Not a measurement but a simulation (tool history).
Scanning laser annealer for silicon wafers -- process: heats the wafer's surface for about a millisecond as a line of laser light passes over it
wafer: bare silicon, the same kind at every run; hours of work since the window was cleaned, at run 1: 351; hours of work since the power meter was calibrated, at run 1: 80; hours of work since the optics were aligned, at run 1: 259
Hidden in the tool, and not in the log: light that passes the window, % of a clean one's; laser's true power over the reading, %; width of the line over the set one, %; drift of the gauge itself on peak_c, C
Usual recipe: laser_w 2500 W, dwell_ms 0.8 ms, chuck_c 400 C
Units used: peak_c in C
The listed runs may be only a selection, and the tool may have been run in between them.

run,hour,laser_w,dwell_ms,chuck_c,hours of work since the window was cleaned,hours of work since the power meter was calibrated,hours of work since the optics were aligned,peak_c
1,0,2500,0.8,400,351,80,259,1112
# hour 35.6: window over the wafer cleaned
2,62.3,2500,0.8,426,19,123,302,1154
3,152.6,2500,0.8,426,83,187,366,1154
4,210.6,2500,0.8,426,124,228,407,1150
5,262.5,2500,0.8,426,161,265,444,1144
6,318.8,2500,0.8,391,200,305,483,1108
# hour 332: optics aligned, line set to its width
7,383.9,2500,0.8,391,243,347,37,1101
8,446.9,2304,0.901,412,288,392,81,1106
9,520.4,2304,0.901,412,340,444,133,1104
# hour 570.9: window over the wafer cleaned
10,586.7,2304,0.901,412,11,489,179,1126
11,643.4,2420,0.8,430,51,529,219,1131
# hour 660.4: optics aligned, line set to its width, once more
12,712.6,2462,0.8,422,97,575,37,1137
13,773.7,2280,0.935,412,140,618,80,1128
14,851,2548,0.797,367,195,673,135,1102

Each row is a separate what-if for the run after 14, all from the same tool condition, not one after another. Results?
A,935.7,2710,0.757,367,255,733,195,?
B,935.7,2548,0.796,380,255,733,195,?
C,935.7,2177,0.665,400,255,733,195,?
D,935.7,2364,0.714,367,255,733,195,?

run,peak_c
A,1122
B,1107
C,960
D,1003
With the hidden condition removed and each run's random variation left untouched, the same runs would have given:
run,peak_c
A,1142
B,1125
C,975
D,1020
